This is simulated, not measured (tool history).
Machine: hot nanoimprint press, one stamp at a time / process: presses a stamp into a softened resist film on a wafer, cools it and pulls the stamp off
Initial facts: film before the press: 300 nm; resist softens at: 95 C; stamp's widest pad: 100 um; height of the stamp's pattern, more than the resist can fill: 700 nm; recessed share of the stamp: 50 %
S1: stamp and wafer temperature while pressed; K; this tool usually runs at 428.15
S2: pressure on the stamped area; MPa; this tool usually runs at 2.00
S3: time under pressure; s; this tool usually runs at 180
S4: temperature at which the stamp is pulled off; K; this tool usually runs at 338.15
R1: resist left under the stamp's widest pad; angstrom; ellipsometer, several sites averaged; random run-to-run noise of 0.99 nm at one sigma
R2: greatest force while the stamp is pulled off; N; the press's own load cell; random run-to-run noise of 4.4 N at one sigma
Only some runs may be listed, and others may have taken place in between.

run   hour      S1    S2   S3      S4    R1   R2
  1    0.0  428.15  2.00  180  338.15  1445  216
  2   40.4  428.15  2.00  180  338.15  1420  226
  3   65.3  428.15  2.00  180  338.15  1430  215
  4   89.5  428.15  2.00  180  338.15  1431  222
  5  126.5  428.15  2.39  180  338.15  1311  226
  6  166.7  428.15  2.00  180  329.15  1448  264
  7  207.1  428.15  2.16  180  338.15  1417  233
  8  236.3  428.15  2.16  180  338.15  1422  231
  9  256.7  428.15  2.00  180  338.15  1466  229
 10  303.1  428.15  2.00  105  338.15  1772  239
 11  338.0  428.15  1.71  180  338.15  1581  241
 12  373.0  428.15  2.00  180  332.15  1467  270
 13  412.0  428.15  2.00  180  338.15  1491  242
 14  444.7  428.15  2.00  127  338.15  1678  245
 15  483.8  428.15  2.00  180  338.15  1477  247
 16  515.7  438.15  2.00  180  338.15  1019  256
     520.8  -- plate thermocouple calibrated
 17  550.3  428.15  3.09  285  330.15  1071  292
 18  572.0  428.15  3.09  315  330.15  1028  284
 19  613.8  428.15  2.00  180  332.15  1553  285
     652.1  -- press's hydraulic seals changed and the load cell set to zero
     668.6  -- stamp cleaned and given a new release coat
 20  668.6  437.15  2.56  180  332.15   954  245
 21  718.4  433.15  2.33  249  332.15  1051  247
 22  751.1  434.15  1.24  231  326.15  1378  286
     762.0  -- plate thermocouple calibrated, once more
 23  792.3  434.15  1.24  231  326.15  1281  280
 24  818.7  434.15  1.24  231  326.15  1286  272
 25  854.5  425.15  1.24  231  326.15  1805  277
 26  877.0  425.15  1.24  231  326.15  1791  277
 27  901.4  425.15  1.24  231  345.15  1808  196
 28  944.7  428.15  2.00  102  338.15  1746  223
 29  987.9  428.15  1.24  223  338.15  1639  230

4 ways to go on from here, each from the tool as it stands after run 29. What would each give?
  A  1027.7  417.15  3.09  261  338.15   ?   ?
  B  1027.7  420.15  2.00  180  338.15   ?   ?
  C  1027.7  428.15  2.00  132  338.15   ?   ?
  D  1027.7  423.15  2.00  291  338.15   ?   ?

run    R1   R2
  A  1672  237
  B  1951  241
  C  1611  241
  D  1495  238
Without the tool's hidden state the same runs would have given:
run    R1   R2
  A  1615  216
  B  1899  220
  C  1565  221
  D  1446  217
